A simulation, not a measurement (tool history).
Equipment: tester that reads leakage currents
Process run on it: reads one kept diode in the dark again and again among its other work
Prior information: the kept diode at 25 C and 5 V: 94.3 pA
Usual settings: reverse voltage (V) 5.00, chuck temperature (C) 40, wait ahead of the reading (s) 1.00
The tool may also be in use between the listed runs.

| run | hour | reverse voltage (V) | chuck temperature (C) | wait ahead of the reading (s) | current that the tester gives (pA) |
|---|---|---|---|---|---|
| 1 | 0.0 | 5.00 | 40 | 1.00 | 285.96 |
| 2 | 16.1 | 5.00 | 40 | 1.00 | 285.72 |
| 3 | 35.2 | 5.00 | 40 | 3.52 | 286.29 |
| 4 | 51.6 | 5.00 | 40 | 0.94 | 287.60 |
| 5 | 75.1 | 14.01 | 40 | 1.00 | 405.00 |
| 6 | 99.5 | 5.00 | 40 | 1.00 | 286.29 |
| 7 | 115.2 | 5.00 | 40 | 1.00 | 287.85 |
| 8 | 140.1 | 5.00 | 40 | 1.00 | 288.84 |
| 9 | 153.6 | 5.00 | 40 | 1.00 | 289.50 |
| 10 | 166.4 | 5.00 | 40 | 1.00 | 287.33 |
| 11 | 189.4 | 5.00 | 40 | 0.90 | 288.81 |
| 12 | 217.9 | 5.00 | 40 | 0.90 | 296.59 |
| 13 | 231.8 | 5.00 | 40 | 2.05 | 295.88 |
| 14 | 244.6 | 5.00 | 40 | 2.05 | 297.18 |
| 15 | 265.0 | 5.00 | 40 | 1.00 | 271.97 |
| 16 | 290.4 | 5.00 | 40 | 1.00 | 272.48 |
| 17 | 320.1 | 5.00 | 40 | 1.00 | 274.08 |
| 18 | 348.2 | 5.00 | 40 | 1.00 | 272.44 |
| 19 | 378.0 | 5.00 | 40 | 1.00 | 274.25 |
| 20 | 403.5 | 5.00 | 40 | 1.00 | 275.86 |
| 21 | 423.7 | 5.00 | 22 | 6.52 | 76.84 |
| 22 | 447.1 | 3.99 | 33 | 1.99 | 157.44 |
| 23 | 463.2 | 3.12 | 40 | 1.00 | 235.03 |
| 24 | 482.4 | 3.12 | 40 | 1.00 | 236.04 |
| 25 | 507.0 | 4.26 | 41 | 2.14 | 279.53 |
| 26 | 532.4 | 4.26 | 41 | 2.14 | 280.33 |
| 27 | 560.7 | 2.40 | 36 | 4.32 | 165.80 |
| 28 | 584.8 | 5.00 | 50 | 0.39 | 532.28 |
| 29 | 604.5 | 1.71 | 21 | 0.39 | 52.01 |
| 30 | 616.8 | 3.02 | 22 | 4.48 | 65.56 |
| 31 | 634.1 | 2.55 | 36 | 1.48 | 168.97 |
| 32 | 658.1 | 2.55 | 36 | 1.48 | 170.69 |
| 33 | 678.4 | 17.00 | 40 | 6.38 | 413.26 |
| 34 | 708.4 | 1.88 | 30 | 1.00 | 101.54 |
| 35 | 720.9 | 1.88 | 30 | 1.00 | 101.99 |
| 36 | 745.3 | 9.37 | 40 | 7.69 | 340.45 |
| 37 | 766.5 | 9.37 | 40 | 7.69 | 342.31 |
| 38 | 781.2 | 9.37 | 40 | 7.69 | 341.17 |

Withheld: 2 entries from between the runs. Position of each, and hidden state at the listed run before versus the listed run after:
After run 11, before run 12: chuck's temperature calibrated (hour 193.8)
  stray current of the dirty probe card, pA a volt: 0.281 -> 0.292; current scale over the true one, %: -1.67 -> -1.69; true chuck temperature over the reading, C: 0.89 -> 1.25
  measured less the result without the state, current that the tester gives (pA): +13.31 -> +20.39
After run 14, before run 15: chuck's temperature calibrated, once more (hour 253.2)
  stray current of the dirty probe card, pA a volt: 0.303 -> 0.31; current scale over the true one, %: -1.7 -> -1.71; true chuck temperature over the reading, C: 1.27 -> 0.02
  measured less the result without the state, current that the tester gives (pA): +20.90 -> -2.91

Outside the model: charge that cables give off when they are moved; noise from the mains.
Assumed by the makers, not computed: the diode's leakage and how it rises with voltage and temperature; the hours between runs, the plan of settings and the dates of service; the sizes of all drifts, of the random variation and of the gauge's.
